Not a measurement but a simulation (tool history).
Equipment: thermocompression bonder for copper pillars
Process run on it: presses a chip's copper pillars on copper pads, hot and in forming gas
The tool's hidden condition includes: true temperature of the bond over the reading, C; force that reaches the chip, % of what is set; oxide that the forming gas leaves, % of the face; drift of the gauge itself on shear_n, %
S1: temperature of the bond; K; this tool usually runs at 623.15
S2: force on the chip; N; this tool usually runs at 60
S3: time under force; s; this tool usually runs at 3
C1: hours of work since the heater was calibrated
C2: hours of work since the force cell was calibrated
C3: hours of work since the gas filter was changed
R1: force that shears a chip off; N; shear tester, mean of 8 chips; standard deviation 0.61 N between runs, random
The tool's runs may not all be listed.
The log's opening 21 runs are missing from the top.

run 22 day=6.475 | S1=598.15 S2=41 S3=5 | C1=22 C2=198 C3=137 | R1=46.2
run 23 day=6.721 | S1=632.15 S2=60 S3=4 | C1=25 C2=201 C3=140 | R1=77.7
run 24 day=7.108 | S1=632.15 S2=60 S3=4 | C1=29 C2=205 C3=144 | R1=76.9
run 25 day=7.408 | S1=599.15 S2=85 S3=4 | C1=32 C2=208 C3=147 | R1=72.3
run 26 day=7.796 | S1=599.15 S2=85 S3=4 | C1=36 C2=212 C3=151 | R1=72.4
run 27 day=8.038 | S1=599.15 S2=39 S3=4 | C1=38 C2=214 C3=154 | R1=41.9
run 28 day=8.358 | S1=628.15 S2=61 S3=2 | C1=42 C2=218 C3=157 | R1=63.3
run 29 day=8.6 | S1=628.15 S2=61 S3=2 | C1=44 C2=220 C3=160 | R1=64.4
run 30 day=8.996 | S1=626.15 S2=61 S3=5 | C1=48 C2=224 C3=164 | R1=78
run 31 day=9.2 | S1=625.15 S2=51 S3=3 | C1=51 C2=227 C3=166 | R1=61.8
run 32 day=9.458 | S1=610.15 S2=51 S3=9 | C1=53 C2=229 C3=169 | R1=71.4
run 33 day=9.771 | S1=627.15 S2=60 S3=8 | C1=57 C2=233 C3=172 | R1=84.7
run 34 day=10.125 | S1=624.15 S2=54 S3=7 | C1=60 C2=236 C3=176 | R1=77.2
run 35 day=10.383 | S1=624.15 S2=54 S3=7 | C1=63 C2=239 C3=178 | R1=76.3
run 36 day=10.638 | S1=611.15 S2=89 S3=2 | C1=66 C2=242 C3=181 | R1=69.8
run 37 day=10.992 | S1=647.15 S2=89 S3=2 | C1=69 C2=245 C3=185 | R1=87.7
run 38 day=11.162 | S1=627.15 S2=40 S3=2 | C1=71 C2=247 C3=187 | R1=45.2
run 39 day=11.446 | S1=596.15 S2=62 S3=3 | C1=74 C2=250 C3=190 | R1=52.3

Consider 4 possible next runs. They are alternatives, not a sequence: every one starts from the tool as it was left by run 39. What does each give?
run A day=11.712 | S1=595.15 S2=39 S3=3 | C1=77 C2=253 C3=192 | R1=?
run B day=11.712 | S1=632.15 S2=62 S3=3 | C1=77 C2=253 C3=192 | R1=?
run C day=11.712 | S1=629.15 S2=80 S3=3 | C1=77 C2=253 C3=192 | R1=?
run D day=11.712 | S1=608.15 S2=43 S3=3 | C1=77 C2=253 C3=192 | R1=?

run=A R1=33.4
run=B R1=72.6
run=C R1=79.9
run=D R1=44.2
With no hidden state in the tool, these same runs would have given:
run=A R1=34.8
run=B R1=75.7
run=C R1=83.3
run=D R1=46.1

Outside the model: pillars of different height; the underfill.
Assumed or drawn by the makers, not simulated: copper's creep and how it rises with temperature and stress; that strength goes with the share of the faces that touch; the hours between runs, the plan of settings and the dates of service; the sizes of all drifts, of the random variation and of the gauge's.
